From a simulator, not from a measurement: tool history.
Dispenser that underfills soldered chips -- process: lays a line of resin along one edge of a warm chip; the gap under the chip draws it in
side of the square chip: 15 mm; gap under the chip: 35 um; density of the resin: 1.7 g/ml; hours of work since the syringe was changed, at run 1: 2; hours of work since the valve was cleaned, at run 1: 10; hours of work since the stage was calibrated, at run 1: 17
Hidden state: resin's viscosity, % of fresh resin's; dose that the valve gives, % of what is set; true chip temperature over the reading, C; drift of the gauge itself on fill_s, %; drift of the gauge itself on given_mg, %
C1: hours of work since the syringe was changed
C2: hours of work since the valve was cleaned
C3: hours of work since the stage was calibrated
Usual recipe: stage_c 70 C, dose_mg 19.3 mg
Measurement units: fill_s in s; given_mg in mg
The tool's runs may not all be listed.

run 1 hour=0 | stage_c=70 dose_mg=19.3 | C1=2 C2=10 C3=17 | fill_s=409.6 given_mg=19.24
-- hour=11.2 new syringe of resin
run 2 hour=12.5 | stage_c=71 dose_mg=19.3 | C1=1 C2=18 C3=26 | fill_s=383.4 given_mg=19.21
run 3 hour=25 | stage_c=71 dose_mg=19.3 | C1=10 C2=27 C3=34 | fill_s=524.7 given_mg=19.17
-- hour=25.8 new syringe of resin
run 4 hour=34.8 | stage_c=71 dose_mg=19.3 | C1=6 C2=34 C3=41 | fill_s=459 given_mg=19.16
-- hour=40.5 new syringe of resin
run 5 hour=45 | stage_c=60 dose_mg=19.3 | C1=3 C2=41 C3=48 | fill_s=649.9 given_mg=18.97
run 6 hour=54 | stage_c=60 dose_mg=19.3 | C1=10 C2=47 C3=55 | fill_s=828.3 given_mg=19.1
-- hour=55 new syringe of resin
run 7 hour=62.3 | stage_c=60 dose_mg=19.3 | C1=5 C2=53 C3=60 | fill_s=700.8 given_mg=18.97
-- hour=69.9 new syringe of resin
run 8 hour=72.4 | stage_c=60 dose_mg=19.3 | C1=2 C2=60 C3=67 | fill_s=618.9 given_mg=18.86
run 9 hour=83.4 | stage_c=80 dose_mg=19.3 | C1=10 C2=68 C3=75 | fill_s=374.5 given_mg=18.85
-- hour=84.7 new syringe of resin
run 10 hour=91 | stage_c=80 dose_mg=17.2 | C1=4 C2=73 C3=80 | fill_s=298.4 given_mg=16.84
run 11 hour=96.9 | stage_c=80 dose_mg=17.2 | C1=9 C2=77 C3=84 | fill_s=358.9 given_mg=16.81
-- hour=99.4 new syringe of resin
run 12 hour=107.5 | stage_c=80 dose_mg=17.2 | C1=6 C2=84 C3=92 | fill_s=322.4 given_mg=16.81
-- hour=114.6 new syringe of resin
run 13 hour=119.6 | stage_c=80 dose_mg=17.2 | C1=3 C2=93 C3=100 | fill_s=298.5 given_mg=16.67
run 14 hour=125 | stage_c=55 dose_mg=19.3 | C1=7 C2=96 C3=104 | fill_s=933.6 given_mg=18.66
-- hour=129.7 new syringe of resin
run 15 hour=132.5 | stage_c=55 dose_mg=19.3 | C1=2 C2=101 C3=109 | fill_s=789 given_mg=18.75
-- hour=138.5 dispensing valve cleaned and set on the balance
-- hour=145.3 new syringe of resin
run 16 hour=145.8 | stage_c=55 dose_mg=21.1 | C1=0 C2=5 C3=117 | fill_s=710.7 given_mg=21
run 17 hour=157.9 | stage_c=55 dose_mg=21.1 | C1=9 C2=14 C3=126 | fill_s=1009.7 given_mg=20.99
-- hour=159.6 new syringe of resin
run 18 hour=164.7 | stage_c=57 dose_mg=19.3 | C1=4 C2=18 C3=131 | fill_s=724.7 given_mg=19.21
-- hour=174.1 new syringe of resin
run 19 hour=176.1 | stage_c=55 dose_mg=22 | C1=1 C2=26 C3=138 | fill_s=729.6 given_mg=21.86
run 20 hour=186.8 | stage_c=68 dose_mg=19.3 | C1=9 C2=34 C3=146 | fill_s=572.4 given_mg=19.09
-- hour=188.7 new syringe of resin
run 21 hour=198 | stage_c=66 dose_mg=18.4 | C1=7 C2=41 C3=154 | fill_s=566.1 given_mg=18.18
-- hour=203.1 new syringe of resin
run 22 hour=204.4 | stage_c=61 dose_mg=22.4 | C1=1 C2=46 C3=158 | fill_s=554.7 given_mg=22.03
run 23 hour=214.8 | stage_c=61 dose_mg=22.4 | C1=8 C2=53 C3=165 | fill_s=733.9 given_mg=22.06
-- hour=218.1 new syringe of resin
run 24 hour=223.2 | stage_c=61 dose_mg=22.4 | C1=4 C2=59 C3=171 | fill_s=603.4 given_mg=21.96
run 25 hour=228.9 | stage_c=61 dose_mg=22.4 | C1=8 C2=63 C3=175 | fill_s=708.3 given_mg=22.05
-- hour=233.2 new syringe of resin
run 26 hour=237 | stage_c=65 dose_mg=24.7 | C1=3 C2=68 C3=181 | fill_s=476.3 given_mg=24.21
run 27 hour=243.1 | stage_c=65 dose_mg=19.2 | C1=7 C2=73 C3=185 | fill_s=597.4 given_mg=18.75
-- hour=247.4 new syringe of resin
run 28 hour=253.2 | stage_c=81 dose_mg=23.4 | C1=4 C2=79 C3=192 | fill_s=269.4 given_mg=22.84
-- hour=262.1 new syringe of resin
run 29 hour=266.5 | stage_c=67 dose_mg=22.3 | C1=3 C2=89 C3=201 | fill_s=456.7 given_mg=21.76
-- hour=276.9 new syringe of resin
run 30 hour=279.8 | stage_c=67 dose_mg=22.3 | C1=2 C2=98 C3=210 | fill_s=436 given_mg=21.68
-- hour=291.4 dispensing valve cleaned and set on the balance
-- hour=292.5 new syringe of resin
run 31 hour=294 | stage_c=66 dose_mg=17.1 | C1=1 C2=2 C3=219 | fill_s=447.9 given_mg=16.97
run 32 hour=301.7 | stage_c=83 dose_mg=23.6 | C1=7 C2=7 C3=225 | fill_s=263.6 given_mg=23.54
-- hour=307.6 new syringe of resin
run 33 hour=313.7 | stage_c=82 dose_mg=20 | C1=4 C2=15 C3=233 | fill_s=259.5 given_mg=19.84
run 34 hour=319.2 | stage_c=82 dose_mg=20 | C1=8 C2=19 C3=237 | fill_s=302 given_mg=19.88
-- hour=322 new syringe of resin
run 35 hour=325.7 | stage_c=70 dose_mg=24.4 | C1=3 C2=24 C3=241 | fill_s=394.3 given_mg=24.15

A few steps of fill_s between consecutive runs. Split each: what settings, incoming material and random variation would produce without the hidden state, and what is left over for the hidden state, along with gauge scatter present in only one of the two compared results (measured, and without hidden state):
Run 13 -> 14: stage_c 80 -> 55, dose_mg 17.2 -> 19.3. fill_s +635.1 s: hidden state +189.3, all else +445.8.
Run 16 -> 17: settings left as they were, no log entry in between. fill_s +299 s: hidden state +286.3, all else +12.7.
Run 17 -> 18: stage_c 55 -> 57, dose_mg 21.1 -> 19.3, new syringe of resin. fill_s -285 s: hidden state -218.3, all else -66.7.
Run 27 -> 28: stage_c 65 -> 81, dose_mg 19.2 -> 23.4, new syringe of resin. fill_s -328 s: hidden state -99.7, all else -228.3.

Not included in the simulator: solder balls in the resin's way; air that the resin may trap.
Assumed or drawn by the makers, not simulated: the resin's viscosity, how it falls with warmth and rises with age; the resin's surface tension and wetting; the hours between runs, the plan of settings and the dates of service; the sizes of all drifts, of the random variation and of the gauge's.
